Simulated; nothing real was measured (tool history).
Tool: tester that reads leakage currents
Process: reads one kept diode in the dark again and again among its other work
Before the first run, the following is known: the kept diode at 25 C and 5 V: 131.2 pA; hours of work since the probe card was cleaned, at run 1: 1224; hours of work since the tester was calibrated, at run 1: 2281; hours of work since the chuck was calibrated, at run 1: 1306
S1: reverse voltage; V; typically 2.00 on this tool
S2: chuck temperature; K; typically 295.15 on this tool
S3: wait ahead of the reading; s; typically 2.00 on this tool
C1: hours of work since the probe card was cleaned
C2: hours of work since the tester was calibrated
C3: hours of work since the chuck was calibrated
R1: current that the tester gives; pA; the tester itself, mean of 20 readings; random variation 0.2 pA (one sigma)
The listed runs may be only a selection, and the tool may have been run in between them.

Run 1, day 0.000: usual settings; C1 1224; C2 2281; C3 1306. Result: R1 70.44 pA.
Run 2, day 2.812: usual settings; C1 1265; C2 2321; C3 1346. Result: R1 70.66 pA.
Run 3, day 5.088: usual settings; C1 1297; C2 2354; C3 1378. Result: R1 71.18 pA.
Run 4, day 7.304: usual settings but S1 1.77 V; C1 1329; C2 2385; C3 1410. Result: R1 66.84 pA.
Run 5, day 9.788: usual settings but S2 303.15 K; C1 1364; C2 2421; C3 1445. Result: R1 138.70 pA.
At day 12.621: tester calibrated.
Run 6, day 13.638: usual settings but S2 303.15 K; C1 1418; C2 14; C3 1499. Result: R1 141.41 pA.
Run 7, day 17.146: usual settings but S2 303.15 K; C1 1468; C2 65; C3 1549. Result: R1 142.73 pA.
Run 8, day 19.121: usual settings; C1 1496; C2 93; C3 1577. Result: R1 73.66 pA.
Run 9, day 22.617: usual settings but S2 330.15 K; C1 1546; C2 143; C3 1627. Result: R1 1096.03 pA.
Run 10, day 26.829: usual settings but S1 1.21 V; C1 1606; C2 203; C3 1687. Result: R1 57.07 pA.
At day 29.171: chuck's temperature calibrated.
Run 11, day 29.958: usual settings but S3 4.34 s; C1 1649; C2 246; C3 11. Result: R1 64.38 pA.
Run 12, day 34.171: usual settings but S3 4.34 s; C1 1709; C2 306; C3 71. Result: R1 64.68 pA.
Run 13, day 36.700: usual settings but S3 4.34 s; C1 1745; C2 342; C3 107. Result: R1 64.72 pA.
Run 14, day 39.217: usual settings but S3 4.34 s; C1 1781; C2 378; C3 143. Result: R1 64.77 pA.
Run 15, day 43.204: usual settings but S3 4.34 s; C1 1838; C2 435; C3 200. Result: R1 65.13 pA.
Run 16, day 46.604: usual settings but S3 4.34 s; C1 1887; C2 483; C3 249. Result: R1 65.34 pA.
Run 17, day 49.996: usual settings but S3 4.34 s; C1 1935; C2 532; C3 297. Result: R1 65.87 pA.
Run 18, day 52.992: usual settings but S3 4.34 s; C1 1978; C2 574; C3 340. Result: R1 65.99 pA.
Run 19, day 56.975: usual settings but S3 4.34 s; C1 2034; C2 631; C3 396. Result: R1 66.19 pA.
Run 20, day 61.012: usual settings; C1 2092; C2 689; C3 454. Result: R1 66.58 pA.
Run 21, day 64.350: usual settings; C1 2139; C2 736; C3 502. Result: R1 66.92 pA.
Run 22, day 66.725: usual settings but S1 8.04 V, S2 314.15 K; C1 2173; C2 770; C3 535. Result: R1 634.81 pA.
Run 23, day 68.508: usual settings but S1 10.30 V, S3 0.64 s; C1 2199; C2 796; C3 561. Result: R1 162.95 pA.
Run 24, day 72.212: usual settings but S1 5.97 V, S2 302.15 K, S3 1.84 s; C1 2252; C2 848; C3 614. Result: R1 213.06 pA.
Run 25, day 75.121: usual settings but S1 7.26 V, S2 302.15 K; C1 2293; C2 890; C3 655. Result: R1 236.85 pA.
Run 26, day 78.200: usual settings but S1 7.26 V, S2 302.15 K; C1 2337; C2 934; C3 699. Result: R1 237.05 pA.
Run 27, day 81.604: usual settings but S1 7.26 V, S2 305.15 K, S3 5.26 s; C1 2385; C2 982; C3 748. Result: R1 303.37 pA.
Run 28, day 85.488: usual settings but S1 7.26 V, S2 305.15 K, S3 5.26 s; C1 2441; C2 1038; C3 803. Result: R1 305.17 pA.
Run 29, day 89.546: usual settings but S1 11.98 V, S2 308.15 K, S3 4.25 s; C1 2499; C2 1096; C3 861. Result: R1 503.86 pA.
Run 30, day 93.538: usual settings but S1 11.98 V, S2 308.15 K, S3 4.25 s; C1 2556; C2 1152; C3 918. Result: R1 504.03 pA.
Run 31, day 95.512: usual settings but S1 10.32 V, S2 305.15 K, S3 0.44 s; C1 2584; C2 1181; C3 946. Result: R1 375.82 pA.
Run 32, day 98.733: usual settings but S1 10.32 V, S2 305.15 K, S3 0.44 s; C1 2630; C2 1227; C3 992. Result: R1 378.97 pA.
Run 33, day 100.638: usual settings but S1 10.32 V, S2 313.15 K, S3 0.45 s; C1 2657; C2 1254; C3 1019. Result: R1 701.34 pA.
Run 34, day 104.283: usual settings but S1 2.95 V; C1 2709; C2 1306; C3 1071. Result: R1 86.47 pA.
Run 35, day 106.217: usual settings but S1 8.00 V, S2 302.15 K, S3 2.05 s; C1 2736; C2 1333; C3 1098. Result: R1 258.75 pA.
Run 36, day 108.696: usual settings but S1 1.04 V, S2 298.15 K; C1 2772; C2 1369; C3 1134. Result: R1 65.02 pA.
Run 37, day 112.104: usual settings but S1 1.04 V, S2 298.15 K; C1 2820; C2 1417; C3 1182. Result: R1 65.61 pA.
Run 38, day 115.267: usual settings but S1 6.89 V, S2 314.15 K, S3 9.65 s; C1 2865; C2 1462; C3 1227. Result: R1 616.90 pA.
Run 39, day 117.667: usual settings but S1 4.11 V, S2 325.15 K, S3 8.14 s; C1 2900; C2 1496; C3 1262. Result: R1 1070.09 pA.
Run 40, day 120.946: usual settings but S1 3.77 V, S2 311.15 K, S3 1.41 s; C1 2946; C2 1543; C3 1308. Result: R1 362.89 pA.
Run 41, day 124.604: usual settings but S1 3.77 V, S2 311.15 K, S3 1.41 s; C1 2999; C2 1595; C3 1361. Result: R1 366.35 pA.

Forecast each of these 3 alternatives for the next run:
Run A, day 126.896: usual settings but S1 2.38 V, S2 301.15 K, S3 0.68 s; C1 3031; C2 1628; C3 1393. Result: R1 ?.
Run B, day 126.896: usual settings but S1 4.96 V; C1 3031; C2 1628; C3 1393. Result: R1 ?.
Run C, day 126.896: usual settings but S1 3.05 V, S2 325.15 K, S3 3.17 s; C1 3031; C2 1628; C3 1393. Result: R1 ?.

run      R1
  A  131.58
  B  116.15
  C  934.37
Without the tool's unlogged condition, the same runs would have read:
run      R1
  A  118.10
  B  101.72
  C  860.31
